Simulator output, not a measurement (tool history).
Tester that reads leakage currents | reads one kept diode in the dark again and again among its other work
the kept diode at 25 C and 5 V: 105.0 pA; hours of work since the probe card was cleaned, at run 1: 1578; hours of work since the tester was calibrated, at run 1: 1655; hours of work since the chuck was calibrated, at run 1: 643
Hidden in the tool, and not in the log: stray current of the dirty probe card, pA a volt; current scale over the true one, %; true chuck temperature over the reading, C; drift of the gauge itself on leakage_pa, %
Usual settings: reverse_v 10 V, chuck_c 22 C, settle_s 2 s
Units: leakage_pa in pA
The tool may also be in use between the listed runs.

run	day	reverse_v	chuck_c	settle_s	hours of work since the probe card was cleaned	hours of work since the tester was calibrated	hours of work since the chuck was calibrated	leakage_pa
1	0	10	22	2	1578	1655	643	116.87
2	1.7	10	22	2	1608	1685	672	116.08
3	3.042	1.6	22	2	1631	1708	696	48.13
4	5.125	1.6	22	2	1668	1745	733	48.08
5	6.358	1.6	22	2	1690	1767	755	48.22
6	8.212	1.6	22	2	1723	1799	787	48.16
7	10.233	3.6	55	0.34	1758	1835	823	778.62
8	12.508	2.3	41	1.07	1798	1875	863	241.36

Run 9 comes next. What will it give?
9	13.925	10	23	1.84	1823	1900	888	?

Run 9 gave leakage_pa 125.56 pA.
Without the tool's hidden state the same run would have given leakage_pa 125.34 pA.

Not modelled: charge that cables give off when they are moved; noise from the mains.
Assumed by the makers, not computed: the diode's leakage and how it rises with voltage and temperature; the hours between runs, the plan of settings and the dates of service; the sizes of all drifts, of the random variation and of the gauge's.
